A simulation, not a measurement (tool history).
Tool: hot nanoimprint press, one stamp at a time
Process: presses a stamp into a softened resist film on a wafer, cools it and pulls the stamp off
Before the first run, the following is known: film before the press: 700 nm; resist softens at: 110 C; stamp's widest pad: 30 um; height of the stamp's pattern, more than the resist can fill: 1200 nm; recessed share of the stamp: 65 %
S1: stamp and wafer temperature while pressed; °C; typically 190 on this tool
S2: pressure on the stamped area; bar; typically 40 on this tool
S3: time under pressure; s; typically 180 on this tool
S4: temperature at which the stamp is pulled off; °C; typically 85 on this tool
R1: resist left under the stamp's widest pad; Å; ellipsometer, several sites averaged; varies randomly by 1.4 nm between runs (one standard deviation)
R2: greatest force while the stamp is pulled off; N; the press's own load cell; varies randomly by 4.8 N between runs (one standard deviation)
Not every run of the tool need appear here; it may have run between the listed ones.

run,day,S1,S2,S3,S4,R1,R2
1,0,190,40,180,85,3834,238
2,1.008,190,40,180,85,3856,236
3,2.346,190,40,180,85,3858,235
4,4.029,190,40,180,85,3851,232
5,5.75,190,33.5,180,85,4155,225
6,6.583,190,33.5,180,85,4157,234
7,7.792,190,33.5,180,85,4154,240
8,8.992,190,33.5,180,85,4150,237
9,9.7,190,40,180,85,3868,236
10,10.433,190,40,180,85,3851,233
11,11.562,190,40,180,85,3854,232
12,12.633,190,40,180,85,3866,230
13,13.721,190,40,180,85,3852,237
14,15.296,190,24.9,180,85,4694,227
15,16.412,190,40,180,85,3825,242
16,17.425,187,48.1,163,85,3910,234
17,18.258,196,31.6,245,85,3404,229
18,19.212,190,40,96,85,4609,238
19,20.767,190,30.5,251,85,3935,226
20,21.846,195,30.5,160,85,4048,229
21,23.354,190,40,144,85,4114,237
22,24.217,190,46.2,180,75,3606,282
23,26.021,179,52.6,141,88,4693,219
24,27.317,187,40,151,85,4340,225
25,28.308,202,50.1,151,85,2807,225
26,29.258,201,50.1,120,85,3090,227
27,30.038,186,50.1,120,85,4306,238
28,31.362,186,50.1,104,75,4460,286
29,32.175,186,50.1,104,75,4479,279

Not shown here: 3 entries made in the log between runs. Locate each between two listed runs and compare the hidden state at the listed run before it with the hidden state at the listed run after it:
In the gap between runs 10 and 11: stamp cleaned and given a new release coat (day 11.212)
  true temperature over the reading, C: 0.02 -> 0.03; pressure that arrives at the usual setting, %: 99.84 -> 99.83; grip of the stamp's worn release coat, % over a new coat's: 1.4 -> 0
In the gap between runs 22 and 23: plate thermocouple calibrated (day 25.979)
  true temperature over the reading, C: 0.06 -> 0.01; pressure that arrives at the usual setting, %: 99.78 -> 99.77; grip of the stamp's worn release coat, % over a new coat's: 1.3 -> 1.5
In the gap between runs 23 and 24: stamp cleaned and given a new release coat (day 26.4)
  true temperature over the reading, C: 0.01 -> 0.02; grip of the stamp's worn release coat, % over a new coat's: 1.5 -> 0.1
